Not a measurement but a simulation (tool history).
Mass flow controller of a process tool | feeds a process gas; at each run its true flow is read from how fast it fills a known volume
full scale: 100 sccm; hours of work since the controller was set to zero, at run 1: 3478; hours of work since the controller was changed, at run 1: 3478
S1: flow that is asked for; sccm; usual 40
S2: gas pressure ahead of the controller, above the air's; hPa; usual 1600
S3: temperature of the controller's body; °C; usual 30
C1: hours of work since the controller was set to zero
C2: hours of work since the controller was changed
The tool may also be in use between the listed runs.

Run 1, hour 0: usual settings; C1 3478; C2 3478. Result: true flow (%) 100.23.
Run 2, hour 126.4: usual settings; C1 3561; C2 3561. Result: true flow (%) 100.22.
Run 3, hour 265.9: usual settings but S2 2190 hPa; C1 3651; C2 3651. Result: true flow (%) 100.29.
Run 4, hour 358.8: usual settings but S2 2190 hPa; C1 3712; C2 3712. Result: true flow (%) 100.3.
Run 5, hour 429.6: usual settings but S2 2190 hPa, S3 23 °C; C1 3758; C2 3758. Result: true flow (%) 99.65.
Run 6, hour 568.2: usual settings but S2 2190 hPa, S3 23 °C; C1 3848; C2 3848. Result: true flow (%) 99.93.
Run 7, hour 636.1: usual settings; C1 3892; C2 3892. Result: true flow (%) 101.03.
Run 8, hour 745: usual settings; C1 3963; C2 3963. Result: true flow (%) 101.14.
Run 9, hour 808.4: usual settings; C1 4004; C2 4004. Result: true flow (%) 101.26.
Run 10, hour 883.5: usual settings; C1 4053; C2 4053. Result: true flow (%) 101.35.
Run 11, hour 968.6: usual settings but S3 35 °C; C1 4108; C2 4108. Result: true flow (%) 102.11.
Run 12, hour 1097.4: usual settings but S3 35 °C; C1 4192; C2 4192. Result: true flow (%) 102.29.
Run 13, hour 1156.5: usual settings; C1 4230; C2 4230. Result: true flow (%) 101.83.
Run 14, hour 1290.6: usual settings but S2 2110 hPa; C1 4317; C2 4317. Result: true flow (%) 101.82.
Run 15, hour 1382: usual settings but S2 2380 hPa, S3 39 °C; C1 4377; C2 4377. Result: true flow (%) 102.71.
Run 16, hour 1483.1: usual settings but S2 2740 hPa, S3 22 °C; C1 4443; C2 4443. Result: true flow (%) 101.08.
Run 17, hour 1615.9: usual settings but S2 2740 hPa, S3 22 °C; C1 4529; C2 4529. Result: true flow (%) 101.14.
At hour 1642: gauge calibrated.
Run 18, hour 1690.1: usual settings but S1 92 sccm, S2 1660 hPa, S3 33 °C; C1 4577; C2 4577. Result: true flow (%) 100.91.

Run 19 comes next. What will it give?
Run 19, hour 1794.8: usual settings but S1 56 sccm, S2 2320 hPa, S3 21 °C; C1 4645; C2 4645. Result: true flow (%) ?.

{"run 19": {"true flow (%)": 99.33}}
Without the tool's hidden state the same run would have given true flow (%) 99.11.

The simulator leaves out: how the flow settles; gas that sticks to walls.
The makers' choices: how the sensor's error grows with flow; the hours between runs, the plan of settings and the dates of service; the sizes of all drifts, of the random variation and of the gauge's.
